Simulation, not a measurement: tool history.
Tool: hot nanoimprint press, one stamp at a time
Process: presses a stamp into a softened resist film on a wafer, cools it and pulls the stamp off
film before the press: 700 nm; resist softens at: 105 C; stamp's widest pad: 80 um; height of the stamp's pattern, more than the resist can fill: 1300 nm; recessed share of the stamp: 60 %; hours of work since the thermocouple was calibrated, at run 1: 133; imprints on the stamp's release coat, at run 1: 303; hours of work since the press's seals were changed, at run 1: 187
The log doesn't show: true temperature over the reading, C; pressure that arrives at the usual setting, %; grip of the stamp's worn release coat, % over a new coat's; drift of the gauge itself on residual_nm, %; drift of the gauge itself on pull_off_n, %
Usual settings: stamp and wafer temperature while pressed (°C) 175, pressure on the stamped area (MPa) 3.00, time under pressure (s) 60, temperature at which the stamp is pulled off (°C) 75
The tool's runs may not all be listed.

| run | hour | stamp and wafer temperature while pressed (°C) | pressure on the stamped area (MPa) | time under pressure (s) | temperature at which the stamp is pulled off (°C) | hours of work since the thermocouple was calibrated | imprints on the stamp's release coat | hours of work since the press's seals were changed | resist left under the stamp's widest pad (angstrom) | greatest force while the stamp is pulled off (N) |
|---|---|---|---|---|---|---|---|---|---|---|
| 1 | 0.0 | 175 | 3.00 | 60 | 75 | 133 | 303 | 187 | 2631 | 192 |
| 2 | 9.5 | 175 | 3.00 | 60 | 75 | 140 | 337 | 194 | 2639 | 195 |
| 3 | 14.4 | 175 | 3.00 | 60 | 75 | 143 | 354 | 197 | 2643 | 196 |
| 4 | 18.6 | 175 | 3.00 | 60 | 75 | 146 | 369 | 200 | 2642 | 195 |
| 5 | 23.0 | 175 | 3.00 | 60 | 75 | 149 | 385 | 203 | 2631 | 198 |
|  | 26.7 | plate thermocouple calibrated |
| 6 | 33.2 | 175 | 3.00 | 60 | 75 | 5 | 410 | 208 | 2580 | 198 |
| 7 | 37.9 | 175 | 3.00 | 94 | 75 | 8 | 427 | 212 | 2176 | 198 |
| 8 | 46.2 | 175 | 3.27 | 60 | 65 | 14 | 457 | 218 | 2454 | 258 |
| 9 | 50.8 | 173 | 2.23 | 60 | 75 | 17 | 473 | 221 | 3256 | 202 |
| 10 | 56.7 | 173 | 2.23 | 48 | 75 | 21 | 494 | 225 | 3496 | 200 |
| 11 | 62.2 | 172 | 2.54 | 48 | 75 | 25 | 513 | 229 | 3448 | 200 |
| 12 | 67.7 | 172 | 2.54 | 48 | 75 | 29 | 533 | 233 | 3403 | 205 |
|  | 74.0 | plate thermocouple calibrated, once more |
| 13 | 78.0 | 182 | 2.96 | 77 | 65 | 3 | 559 | 238 | 1866 | 275 |
| 14 | 85.4 | 182 | 3.74 | 77 | 73 | 8 | 585 | 243 | 1632 | 227 |

3 ways to go on from here, each from the tool as it stands after run 14. What would each give?
| A | 90.5 | 182 | 3.11 | 60 | 63 | 12 | 604 | 247 | ? | ? |
| B | 90.5 | 178 | 3.74 | 77 | 80 | 12 | 604 | 247 | ? | ? |
| C | 90.5 | 177 | 2.13 | 60 | 75 | 12 | 604 | 247 | ? | ? |

| run | resist left under the stamp's widest pad (angstrom) | greatest force while the stamp is pulled off (N) |
|---|---|---|
| A | 2003 | 288 |
| B | 1926 | 183 |
| C | 3000 | 218 |
Without the tool's hidden state the same runs would have given:
| run | resist left under the stamp's widest pad (angstrom) | greatest force while the stamp is pulled off (N) |
|---|---|---|
| A | 1980 | 236 |
| B | 1898 | 150 |
| C | 2979 | 179 |
